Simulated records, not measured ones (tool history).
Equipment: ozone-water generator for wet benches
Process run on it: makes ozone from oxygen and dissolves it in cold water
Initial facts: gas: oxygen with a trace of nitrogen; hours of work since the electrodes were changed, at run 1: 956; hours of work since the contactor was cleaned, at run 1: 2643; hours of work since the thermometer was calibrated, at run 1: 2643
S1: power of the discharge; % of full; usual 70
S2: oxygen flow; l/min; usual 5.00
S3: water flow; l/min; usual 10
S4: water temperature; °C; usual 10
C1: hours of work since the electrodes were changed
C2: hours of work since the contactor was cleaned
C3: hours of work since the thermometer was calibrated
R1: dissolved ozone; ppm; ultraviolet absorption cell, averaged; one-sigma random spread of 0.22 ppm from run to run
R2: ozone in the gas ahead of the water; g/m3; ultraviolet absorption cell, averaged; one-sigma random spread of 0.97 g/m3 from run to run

run	hour	S1	S2	S3	S4	C1	C2	C3	R1	R2
1	0.0	70	5.00	10	10	956	2643	2643	31.1	161.6
2	49.9	70	5.00	10	10	1004	2691	2691	30.6	161.4
3	95.0	70	5.00	10	10	1048	2735	2735	31.0	162.7
4	156.2	70	5.00	10	10	1108	2795	2795	30.6	163.5
5	224.5	70	5.00	10	10	1174	2861	2861	30.9	161.5
6	268.1	70	5.00	10	10	1217	2904	2904	30.5	162.0
7	329.6	70	5.48	10	10	1276	2963	2963	30.5	153.6
8	377.0	70	5.48	10	10	1322	3009	3009	30.1	155.8
9	434.9	70	5.48	10	10	1379	3066	3066	30.5	156.4
10	486.6	70	5.48	10	10	1429	3116	3116	30.6	152.9
11	554.4	70	5.48	10	10	1495	3182	3182	30.2	156.8
12	595.1	70	5.00	10	10	1534	3221	3221	30.2	161.1
13	639.1	70	5.00	10	10	1577	3264	3264	29.9	161.2
14	707.6	70	5.00	10	10	1644	3331	3331	30.3	160.9
# hour 714.4: water thermometer calibrated
15	739.1	70	5.00	10	10	1674	3361	24	29.9	160.8
16	793.1	70	5.00	10	15	1726	3413	77	27.5	159.4
17	853.3	70	5.00	10	15	1785	3472	135	27.3	160.2
18	919.3	50	5.00	15	10	1849	3536	199	16.6	123.0
19	978.4	50	5.00	15	10	1906	3593	257	16.7	123.0
20	1037.2	50	5.00	15	10	1964	3651	314	16.4	121.3
21	1088.9	50	5.36	15	5	2014	3701	364	18.2	119.2
# hour 1112.7: water thermometer calibrated, once more
22	1138.5	50	5.36	15	5	2062	3749	25	18.2	119.2
23	1183.4	56	3.82	15	5	2105	3792	69	18.1	147.9
24	1233.3	41	5.00	10	10	2154	3841	117	19.9	104.5
25	1273.5	41	5.00	10	10	2193	3880	156	19.8	103.7
26	1314.8	73	8.77	14	10	2233	3920	196	24.7	132.0
27	1358.9	41	2.59	11	10	2276	3963	239	16.3	133.3
28	1388.6	99	6.93	10	15	2304	3991	268	35.1	184.1
29	1419.7	99	4.23	10	15	2335	4022	298	35.5	221.6
30	1480.8	99	4.23	10	15	2394	4081	358	34.6	218.8
31	1510.2	99	4.23	10	15	2423	4110	386	34.9	217.0
32	1563.1	99	4.92	10	16	2474	4161	438	34.8	208.6
33	1613.2	63	5.00	10	8	2523	4210	486	28.1	144.1

Here are 3 independent what-if runs from the current tool condition. What would each one return?
A	1670.3	70	5.11	10	10	2578	4265	542	?	?
B	1670.3	63	5.00	10	5	2578	4265	542	?	?
C	1670.3	95	5.00	11	15	2578	4265	542	?	?

run	R1	R2
A	29.8	155.4
B	30.0	143.6
C	32.0	199.0
What these runs would have given with no unlogged condition in the tool:
run	R1	R2
A	32.2	163.4
B	32.3	150.5
C	35.0	212.0

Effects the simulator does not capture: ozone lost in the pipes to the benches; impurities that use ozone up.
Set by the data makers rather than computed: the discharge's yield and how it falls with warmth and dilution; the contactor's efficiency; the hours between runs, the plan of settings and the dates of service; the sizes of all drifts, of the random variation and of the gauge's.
